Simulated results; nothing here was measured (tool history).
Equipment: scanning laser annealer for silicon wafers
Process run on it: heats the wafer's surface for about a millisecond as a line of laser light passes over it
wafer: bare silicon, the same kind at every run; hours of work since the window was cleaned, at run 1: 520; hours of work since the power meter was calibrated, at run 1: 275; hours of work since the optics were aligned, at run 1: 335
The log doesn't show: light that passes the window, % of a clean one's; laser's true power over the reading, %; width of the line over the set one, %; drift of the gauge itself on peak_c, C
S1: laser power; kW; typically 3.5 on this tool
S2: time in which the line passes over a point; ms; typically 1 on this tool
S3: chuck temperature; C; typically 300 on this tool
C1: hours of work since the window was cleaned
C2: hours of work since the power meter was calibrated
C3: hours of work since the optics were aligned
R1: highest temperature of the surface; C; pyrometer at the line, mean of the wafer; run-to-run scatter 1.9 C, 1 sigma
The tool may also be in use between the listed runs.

{"run": 1, "hour": 0.0, "S1": 3.5, "S2": 1, "S3": 300, "C1": 520, "C2": 275, "C3": 335, "R1": 1091}
{"run": 2, "hour": 16.5, "S1": 3.5, "S2": 1, "S3": 300, "C1": 532, "C2": 287, "C3": 346, "R1": 1091}
{"hour": 27.5, "done": "window over the wafer cleaned"}
{"run": 3, "hour": 43.8, "S1": 3.5, "S2": 1, "S3": 300, "C1": 12, "C2": 305, "C3": 364, "R1": 1094}
{"run": 4, "hour": 65.5, "S1": 3.5, "S2": 1, "S3": 300, "C1": 27, "C2": 320, "C3": 380, "R1": 1095}
{"run": 5, "hour": 93.0, "S1": 3.5, "S2": 1, "S3": 300, "C1": 47, "C2": 340, "C3": 399, "R1": 1095}
{"run": 6, "hour": 113.9, "S1": 3.5, "S2": 1, "S3": 300, "C1": 61, "C2": 354, "C3": 414, "R1": 1091}
{"run": 7, "hour": 135.0, "S1": 3.5, "S2": 0.79, "S3": 300, "C1": 76, "C2": 370, "C3": 429, "R1": 1004}
{"run": 8, "hour": 162.3, "S1": 3.5, "S2": 0.79, "S3": 300, "C1": 96, "C2": 389, "C3": 448, "R1": 1006}
{"run": 9, "hour": 184.1, "S1": 3.5, "S2": 0.79, "S3": 300, "C1": 111, "C2": 404, "C3": 464, "R1": 1008}
{"run": 10, "hour": 209.9, "S1": 3.5, "S2": 0.79, "S3": 300, "C1": 130, "C2": 423, "C3": 482, "R1": 1008}
{"run": 11, "hour": 224.3, "S1": 3.5, "S2": 0.79, "S3": 300, "C1": 140, "C2": 433, "C3": 493, "R1": 1009}
{"run": 12, "hour": 241.1, "S1": 3.5, "S2": 0.79, "S3": 300, "C1": 152, "C2": 445, "C3": 504, "R1": 1009}
{"run": 13, "hour": 253.4, "S1": 3.5, "S2": 1, "S3": 300, "C1": 160, "C2": 454, "C3": 513, "R1": 1094}
{"run": 14, "hour": 266.3, "S1": 3.067, "S2": 1, "S3": 300, "C1": 170, "C2": 463, "C3": 522, "R1": 1003}
{"run": 15, "hour": 282.9, "S1": 3.067, "S2": 1, "S3": 300, "C1": 181, "C2": 474, "C3": 534, "R1": 1002}
{"run": 16, "hour": 301.7, "S1": 3.067, "S2": 1, "S3": 300, "C1": 195, "C2": 488, "C3": 547, "R1": 1003}
{"run": 17, "hour": 328.0, "S1": 3.552, "S2": 1, "S3": 300, "C1": 213, "C2": 507, "C3": 566, "R1": 1101}
{"run": 18, "hour": 347.0, "S1": 3.661, "S2": 1, "S3": 300, "C1": 227, "C2": 520, "C3": 580, "R1": 1126}
{"run": 19, "hour": 359.6, "S1": 3.661, "S2": 1, "S3": 300, "C1": 236, "C2": 529, "C3": 589, "R1": 1123}
{"run": 20, "hour": 382.8, "S1": 3.5, "S2": 0.89, "S3": 300, "C1": 252, "C2": 545, "C3": 605, "R1": 1048}
{"run": 21, "hour": 394.3, "S1": 3.5, "S2": 0.89, "S3": 300, "C1": 260, "C2": 554, "C3": 613, "R1": 1045}
{"run": 22, "hour": 418.7, "S1": 3.729, "S2": 1.18, "S3": 300, "C1": 278, "C2": 571, "C3": 631, "R1": 1207}
{"run": 23, "hour": 445.1, "S1": 3.5, "S2": 1.03, "S3": 300, "C1": 296, "C2": 590, "C3": 649, "R1": 1106}
{"run": 24, "hour": 461.9, "S1": 3.5, "S2": 1, "S3": 333, "C1": 308, "C2": 602, "C3": 661, "R1": 1124}
{"run": 25, "hour": 477.0, "S1": 3.808, "S2": 1, "S3": 337, "C1": 319, "C2": 612, "C3": 672, "R1": 1193}
{"run": 26, "hour": 504.6, "S1": 3.808, "S2": 1, "S3": 337, "C1": 339, "C2": 632, "C3": 691, "R1": 1192}
{"run": 27, "hour": 529.3, "S1": 3.549, "S2": 1, "S3": 300, "C1": 356, "C2": 649, "C3": 709, "R1": 1101}
{"run": 28, "hour": 554.2, "S1": 3.549, "S2": 1, "S3": 300, "C1": 374, "C2": 667, "C3": 727, "R1": 1102}
{"run": 29, "hour": 576.6, "S1": 2.996, "S2": 1, "S3": 309, "C1": 390, "C2": 683, "C3": 743, "R1": 998}
{"run": 30, "hour": 598.6, "S1": 2.996, "S2": 1, "S3": 309, "C1": 405, "C2": 699, "C3": 758, "R1": 998}
{"run": 31, "hour": 613.1, "S1": 3.346, "S2": 1, "S3": 323, "C1": 416, "C2": 709, "C3": 768, "R1": 1083}
{"run": 32, "hour": 637.6, "S1": 3.5, "S2": 0.91, "S3": 302, "C1": 433, "C2": 726, "C3": 786, "R1": 1058}
{"run": 33, "hour": 665.0, "S1": 3.5, "S2": 0.91, "S3": 302, "C1": 453, "C2": 746, "C3": 805, "R1": 1058}
{"run": 34, "hour": 684.9, "S1": 3.5, "S2": 0.91, "S3": 302, "C1": 467, "C2": 760, "C3": 820, "R1": 1057}
{"run": 35, "hour": 696.2, "S1": 3.732, "S2": 1, "S3": 300, "C1": 475, "C2": 768, "C3": 827, "R1": 1139}
{"run": 36, "hour": 719.4, "S1": 3.732, "S2": 1, "S3": 300, "C1": 491, "C2": 784, "C3": 844, "R1": 1142}
{"run": 37, "hour": 744.3, "S1": 3.23, "S2": 0.77, "S3": 273, "C1": 509, "C2": 802, "C3": 862, "R1": 920}
{"run": 38, "hour": 759.2, "S1": 3.23, "S2": 0.77, "S3": 273, "C1": 519, "C2": 813, "C3": 872, "R1": 924}
{"run": 39, "hour": 770.4, "S1": 3.085, "S2": 1.21, "S3": 300, "C1": 527, "C2": 821, "C3": 880, "R1": 1074}
{"hour": 788.7, "done": "window over the wafer cleaned"}
{"hour": 801.1, "done": "optics aligned, line set to its width"}
{"run": 40, "hour": 801.1, "S1": 3.311, "S2": 0.73, "S3": 300, "C1": 5, "C2": 837, "C3": 0, "R1": 949}

What if the next run were any one of these 3? Each begins from the tool's condition after run 40:
{"run": "A", "hour": 814.2, "S1": 3.361, "S2": 0.92, "S3": 274, "C1": 15, "C2": 847, "C3": 9, "R1": "?"}
{"run": "B", "hour": 814.2, "S1": 3.311, "S2": 1.12, "S3": 300, "C1": 15, "C2": 847, "C3": 9, "R1": "?"}
{"run": "C", "hour": 814.2, "S1": 3.235, "S2": 0.97, "S3": 315, "C1": 15, "C2": 847, "C3": 9, "R1": "?"}

run=A R1=1008
run=B R1=1096
run=C R1=1045
Without the tool's hidden state the same runs would have given:
run=A R1=1007
run=B R1=1096
run=C R1=1045
